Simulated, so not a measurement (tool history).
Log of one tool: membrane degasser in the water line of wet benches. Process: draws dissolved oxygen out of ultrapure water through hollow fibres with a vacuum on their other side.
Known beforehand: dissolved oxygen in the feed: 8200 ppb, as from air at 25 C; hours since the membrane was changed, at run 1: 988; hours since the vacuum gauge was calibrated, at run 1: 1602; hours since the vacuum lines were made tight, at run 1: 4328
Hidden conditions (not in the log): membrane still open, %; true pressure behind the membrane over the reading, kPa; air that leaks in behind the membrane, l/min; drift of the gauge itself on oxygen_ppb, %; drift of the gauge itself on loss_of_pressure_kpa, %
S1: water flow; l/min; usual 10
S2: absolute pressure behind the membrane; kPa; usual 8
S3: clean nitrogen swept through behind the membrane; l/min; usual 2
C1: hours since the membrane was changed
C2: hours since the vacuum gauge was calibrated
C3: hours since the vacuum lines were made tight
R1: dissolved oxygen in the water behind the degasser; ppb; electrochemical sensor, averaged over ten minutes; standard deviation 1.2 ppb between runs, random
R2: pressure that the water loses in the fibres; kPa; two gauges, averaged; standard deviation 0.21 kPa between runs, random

run    hour  S1     S2    S3    C1    C2    C3     R1     R2
  1       0  10      8     2   988  1602  4328  126.6  50.16
  2    50.7  10      8     2  1039  1652  4379  125.4  50.18
  3    77.5  10      8  1.03  1066  1679  4406  176.2  50.35
  4   120.9  10      8  1.03  1109  1723  4449  177.2  50.45
  5   143.4  10      8  1.03  1131  1745  4472  174.8  50.49
  6   182.8  10      8     2  1171  1784  4511  126.1   50.4
  7   211.6  10      8     2  1200  1813  4540  128.4   50.8
  8   257.2  10      8     2  1245  1859  4586  126.2  50.15
  9   307.9  10      8     2  1296  1910  4636  127.3  50.24
 10   336.3  10      8     2  1324  1938  4665  124.6   50.1
 11   368.3  10      8     2  1356  1970  4697  127.2  50.34
 12   411.1  10      8     2  1399  2013  4739  126.5  50.55
 13   450.4  10      8     2  1439  2052  4779  126.1  50.35
 14   473.3  10      8     2  1461  2075  4802  125.9  50.26
 15   496.4  10      8     2  1484  2098  4825  127.1  50.27
      499.3  -- vacuum gauge calibrated
 16   535.8  10      8     2  1523    36  4864  126.9  50.65
 17   573.2   7      8     2  1561    74  4901   80.4  35.34
 18     602   7      8     2  1590   103  4930   80.7   35.6
 19   633.9  10   6.98  0.83  1622   135  4962    180  50.68
 20   684.9  10    9.7  0.83  1673   186  5013  251.4  50.99
 21   715.8  15  15.38  0.83  1703   216  5044  603.2  75.81
 22   749.9  15  15.38  0.83  1738   251  5078  594.6  75.94
      783.3  -- vacuum gauge calibrated, once more
 23   786.3  10      8  1.94  1773     3  5114  128.2  50.83
 24   813.8   6  10.19     2  1801    31  5141     81  30.34
 25   841.5   6  10.19     2  1829    58  5169   81.6  30.24
 26   884.1   9   6.38   2.5  1871   101  5211   86.8  45.34
 27   922.9   8   7.52  2.29  1910   140  5250     85  40.42
 28   970.1  14  12.24  1.11  1957   187  5297  373.8  70.95
 29    1016   7   5.08  5.87  2003   233  5343   42.3  35.58
 30  1050.8   7   5.08  5.87  2038   268  5378   42.7  35.65
 31  1092.6   8   6.53  5.94  2080   309  5420   58.4  40.44
 32  1133.7  14      8     2  2121   350  5461  198.7  71.44
 33  1165.8  14      8     2  2153   382  5493  198.6  70.81

Branching from run 33: 3 alternative next runs. What would each branch give?
  A  1191.5   7      8     2  2179  408  5519   ?   ?
  B  1191.5   8  14.08  2.07  2179  408  5519   ?   ?
  C  1191.5  10  13.77     2  2179  408  5519   ?   ?

run     R1     R2
  A   80.3  35.53
  B  155.2  40.53
  C  198.7  50.31
Take away the tool's hidden state, keep each run's random variation, and the runs would have read:
run     R1     R2
  A   74.7  34.92
  B  146.2  39.83
  C  188.6  49.44
